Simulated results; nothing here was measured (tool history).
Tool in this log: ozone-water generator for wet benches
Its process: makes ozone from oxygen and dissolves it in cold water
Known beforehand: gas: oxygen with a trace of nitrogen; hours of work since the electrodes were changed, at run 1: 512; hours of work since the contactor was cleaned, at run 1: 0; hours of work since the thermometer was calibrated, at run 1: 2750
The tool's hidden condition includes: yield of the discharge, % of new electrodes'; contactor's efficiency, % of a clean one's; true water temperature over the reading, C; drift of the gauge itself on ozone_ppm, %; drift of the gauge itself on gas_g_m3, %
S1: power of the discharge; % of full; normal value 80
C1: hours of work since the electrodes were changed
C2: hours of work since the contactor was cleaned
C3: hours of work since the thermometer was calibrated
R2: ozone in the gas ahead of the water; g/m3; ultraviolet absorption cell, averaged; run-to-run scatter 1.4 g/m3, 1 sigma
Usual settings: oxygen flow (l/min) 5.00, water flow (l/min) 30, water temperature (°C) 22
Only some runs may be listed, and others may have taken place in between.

run 1 hour=0.0 | S1=80 oxygen_flow_(l/min)=5.00 water_flow_(l/min)=30 water_temperature_(°C)=22 | C1=512 C2=0 C3=2750 | dissolved_ozone_(ppm)=20.9 R2=254.9
run 2 hour=159.0 | S1=80 oxygen_flow_(l/min)=5.00 water_flow_(l/min)=30 water_temperature_(°C)=22 | C1=629 C2=117 C3=2867 | dissolved_ozone_(ppm)=20.5 R2=255.7
run 3 hour=285.4 | S1=80 oxygen_flow_(l/min)=5.00 water_flow_(l/min)=30 water_temperature_(°C)=25 | C1=722 C2=210 C3=2960 | dissolved_ozone_(ppm)=19.9 R2=254.9
run 4 hour=421.8 | S1=80 oxygen_flow_(l/min)=5.00 water_flow_(l/min)=27 water_temperature_(°C)=22 | C1=823 C2=311 C3=3061 | dissolved_ozone_(ppm)=22.3 R2=254.0
run 5 hour=589.9 | S1=71 oxygen_flow_(l/min)=5.00 water_flow_(l/min)=30 water_temperature_(°C)=22 | C1=947 C2=435 C3=3185 | dissolved_ozone_(ppm)=19.0 R2=234.7
run 6 hour=682.8 | S1=66 oxygen_flow_(l/min)=5.00 water_flow_(l/min)=30 water_temperature_(°C)=22 | C1=1015 C2=503 C3=3253 | dissolved_ozone_(ppm)=18.1 R2=224.5
run 7 hour=777.2 | S1=66 oxygen_flow_(l/min)=5.00 water_flow_(l/min)=30 water_temperature_(°C)=22 | C1=1085 C2=572 C3=3323 | dissolved_ozone_(ppm)=17.9 R2=225.2
run 8 hour=906.0 | S1=63 oxygen_flow_(l/min)=2.56 water_flow_(l/min)=30 water_temperature_(°C)=22 | C1=1179 C2=667 C3=3418 | dissolved_ozone_(ppm)=15.0 R2=298.1
run 9 hour=1015.1 | S1=63 oxygen_flow_(l/min)=2.56 water_flow_(l/min)=30 water_temperature_(°C)=22 | C1=1260 C2=748 C3=3498 | dissolved_ozone_(ppm)=15.1 R2=299.1
run 10 hour=1161.9 | S1=69 oxygen_flow_(l/min)=5.00 water_flow_(l/min)=40 water_temperature_(°C)=26 | C1=1368 C2=856 C3=3606 | dissolved_ozone_(ppm)=13.1 R2=228.1
run 11 hour=1236.2 | S1=69 oxygen_flow_(l/min)=5.00 water_flow_(l/min)=40 water_temperature_(°C)=26 | C1=1423 C2=911 C3=3661 | dissolved_ozone_(ppm)=13.1 R2=229.3
run 12 hour=1386.2 | S1=80 oxygen_flow_(l/min)=2.86 water_flow_(l/min)=24 water_temperature_(°C)=22 | C1=1533 C2=1021 C3=3771 | dissolved_ozone_(ppm)=22.2 R2=326.1
run 13 hour=1528.2 | S1=47 oxygen_flow_(l/min)=2.73 water_flow_(l/min)=44 water_temperature_(°C)=21 | C1=1638 C2=1126 C3=3876 | dissolved_ozone_(ppm)=8.1 R2=241.5

Subtracting, for every run, the result it would have given without the tool's unlogged condition from the measured result gives the following. The same run-to-run variation enters both numbers; the gauge's scatter may not:
run=1 dissolved_ozone_(ppm)=-0.5 R2=-5.2
run=2 dissolved_ozone_(ppm)=-0.6 R2=-5.8
run=3 dissolved_ozone_(ppm)=-0.6 R2=-6.3
run=4 dissolved_ozone_(ppm)=-0.7 R2=-6.9
run=5 dissolved_ozone_(ppm)=-0.7 R2=-6.6
run=6 dissolved_ozone_(ppm)=-0.6 R2=-6.3
run=7 dissolved_ozone_(ppm)=-0.7 R2=-6.7
run=8 dissolved_ozone_(ppm)=-0.6 R2=-9.2
run=9 dissolved_ozone_(ppm)=-0.6 R2=-9.7
run=10 dissolved_ozone_(ppm)=-0.7 R2=-8.4
run=11 dissolved_ozone_(ppm)=-0.7 R2=-8.7
run=12 dissolved_ozone_(ppm)=-1.3 R2=-14.5
run=13 dissolved_ozone_(ppm)=-0.5 R2=-7.9

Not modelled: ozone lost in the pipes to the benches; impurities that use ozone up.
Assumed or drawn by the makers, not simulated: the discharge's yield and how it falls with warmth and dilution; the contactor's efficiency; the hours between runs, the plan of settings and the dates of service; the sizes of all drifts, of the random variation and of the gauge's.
